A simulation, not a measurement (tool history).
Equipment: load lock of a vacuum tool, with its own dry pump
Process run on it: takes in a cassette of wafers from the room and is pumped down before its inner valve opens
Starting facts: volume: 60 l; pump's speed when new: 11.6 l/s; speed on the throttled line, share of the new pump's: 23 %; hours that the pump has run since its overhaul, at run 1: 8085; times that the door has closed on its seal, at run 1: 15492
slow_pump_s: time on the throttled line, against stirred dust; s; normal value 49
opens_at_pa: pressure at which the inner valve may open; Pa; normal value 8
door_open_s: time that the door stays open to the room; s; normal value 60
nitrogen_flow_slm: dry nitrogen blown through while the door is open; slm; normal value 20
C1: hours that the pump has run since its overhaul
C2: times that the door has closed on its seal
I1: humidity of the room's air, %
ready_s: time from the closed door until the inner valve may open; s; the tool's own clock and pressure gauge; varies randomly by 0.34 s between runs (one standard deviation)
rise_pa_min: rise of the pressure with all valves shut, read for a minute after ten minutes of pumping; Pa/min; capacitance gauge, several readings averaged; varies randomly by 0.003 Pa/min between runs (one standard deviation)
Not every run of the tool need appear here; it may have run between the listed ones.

{"run": 1, "hour": 0.0, "slow_pump_s": 49, "opens_at_pa": 8, "door_open_s": 60, "nitrogen_flow_slm": 20, "C1": 8085, "C2": 15492, "I1": 48.4, "ready_s": 88.0, "rise_pa_min": 0.084}
{"run": 2, "hour": 294.5, "slow_pump_s": 49, "opens_at_pa": 8, "door_open_s": 60, "nitrogen_flow_slm": 20, "C1": 8379, "C2": 15925, "I1": 45.1, "ready_s": 88.2, "rise_pa_min": 0.088}
{"run": 3, "hour": 593.5, "slow_pump_s": 49, "opens_at_pa": 7, "door_open_s": 60, "nitrogen_flow_slm": 20, "C1": 8678, "C2": 16365, "I1": 43.3, "ready_s": 88.7, "rise_pa_min": 0.088}
{"run": 4, "hour": 728.9, "slow_pump_s": 49, "opens_at_pa": 7, "door_open_s": 60, "nitrogen_flow_slm": 20, "C1": 8814, "C2": 16564, "I1": 43.0, "ready_s": 88.5, "rise_pa_min": 0.086}
{"run": 5, "hour": 1020.9, "slow_pump_s": 49, "opens_at_pa": 8, "door_open_s": 60, "nitrogen_flow_slm": 20, "C1": 9106, "C2": 16994, "I1": 44.3, "ready_s": 87.9, "rise_pa_min": 0.093}
{"run": 6, "hour": 1249.5, "slow_pump_s": 49, "opens_at_pa": 8, "door_open_s": 60, "nitrogen_flow_slm": 20, "C1": 9334, "C2": 17330, "I1": 44.8, "ready_s": 88.1, "rise_pa_min": 0.091}
{"run": 7, "hour": 1528.5, "slow_pump_s": 49, "opens_at_pa": 8, "door_open_s": 60, "nitrogen_flow_slm": 20, "C1": 9613, "C2": 17740, "I1": 44.3, "ready_s": 88.6, "rise_pa_min": 0.087}
{"run": 8, "hour": 1765.5, "slow_pump_s": 49, "opens_at_pa": 8, "door_open_s": 60, "nitrogen_flow_slm": 20, "C1": 9850, "C2": 18089, "I1": 44.6, "ready_s": 88.6, "rise_pa_min": 0.096}
{"run": 9, "hour": 1962.1, "slow_pump_s": 49, "opens_at_pa": 8, "door_open_s": 175, "nitrogen_flow_slm": 20, "C1": 10047, "C2": 18378, "I1": 44.7, "ready_s": 87.8, "rise_pa_min": 0.109}
{"run": 10, "hour": 2096.8, "slow_pump_s": 49, "opens_at_pa": 13, "door_open_s": 60, "nitrogen_flow_slm": 20, "C1": 10182, "C2": 18576, "I1": 47.3, "ready_s": 86.1, "rise_pa_min": 0.102}

Run 11 comes next. What will it give?
{"run": 11, "hour": 2223.3, "slow_pump_s": 49, "opens_at_pa": 13, "door_open_s": 60, "nitrogen_flow_slm": 20, "C1": 10308, "C2": 18762, "I1": 45.5, "ready_s": "?", "rise_pa_min": "?"}

Run 11 yielded ready_s 85.6 s, rise_pa_min 0.104 Pa/min.
Take away the tool's hidden state, keep the run-to-run variation as it was, and the same run would have given ready_s 84.1 s, rise_pa_min 0.045 Pa/min.
